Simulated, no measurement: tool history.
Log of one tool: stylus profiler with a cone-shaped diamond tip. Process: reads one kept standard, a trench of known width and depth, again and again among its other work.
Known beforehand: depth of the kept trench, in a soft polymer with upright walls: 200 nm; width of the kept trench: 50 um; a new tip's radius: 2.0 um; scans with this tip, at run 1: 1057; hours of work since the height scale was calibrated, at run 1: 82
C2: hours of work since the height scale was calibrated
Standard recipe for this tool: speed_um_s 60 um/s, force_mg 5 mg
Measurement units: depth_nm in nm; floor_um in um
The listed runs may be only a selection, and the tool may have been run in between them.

Run 1, hour 0: usual settings; scans with this tip 1057; C2 82. Result: depth_nm 205.4 nm, floor_um 47.89 um.
Run 2, hour 45.2: usual settings; scans with this tip 1379; C2 107. Result: depth_nm 205.42 nm, floor_um 47.94 um.
Run 3, hour 99.7: usual settings; scans with this tip 1767; C2 137. Result: depth_nm 205.39 nm, floor_um 47.87 um.
Run 4, hour 143.4: usual settings; scans with this tip 2078; C2 162. Result: depth_nm 205.49 nm, floor_um 47.79 um.
Run 5, hour 191.8: usual settings but speed_um_s 110 um/s; scans with this tip 2423; C2 188. Result: depth_nm 205.38 nm, floor_um 47.63 um.
Run 6, hour 241: usual settings but speed_um_s 110 um/s; scans with this tip 2774; C2 216. Result: depth_nm 205.35 nm, floor_um 47.53 um.
Run 7, hour 294.3: usual settings but speed_um_s 110 um/s; scans with this tip 3154; C2 245. Result: depth_nm 205.41 nm, floor_um 47.48 um.

Run 8 is up next; what results do you expect?
Run 8, hour 343.8: usual settings but speed_um_s 16 um/s, force_mg 1.86 mg; scans with this tip 3506; C2 273. Result: depth_nm ?, floor_um ?.

Run 8 produced depth_nm 202.77 nm, floor_um 47.69 um.
The same run, on a tool lacking any hidden state, would have yielded depth_nm 202.92 nm, floor_um 48.16 um.
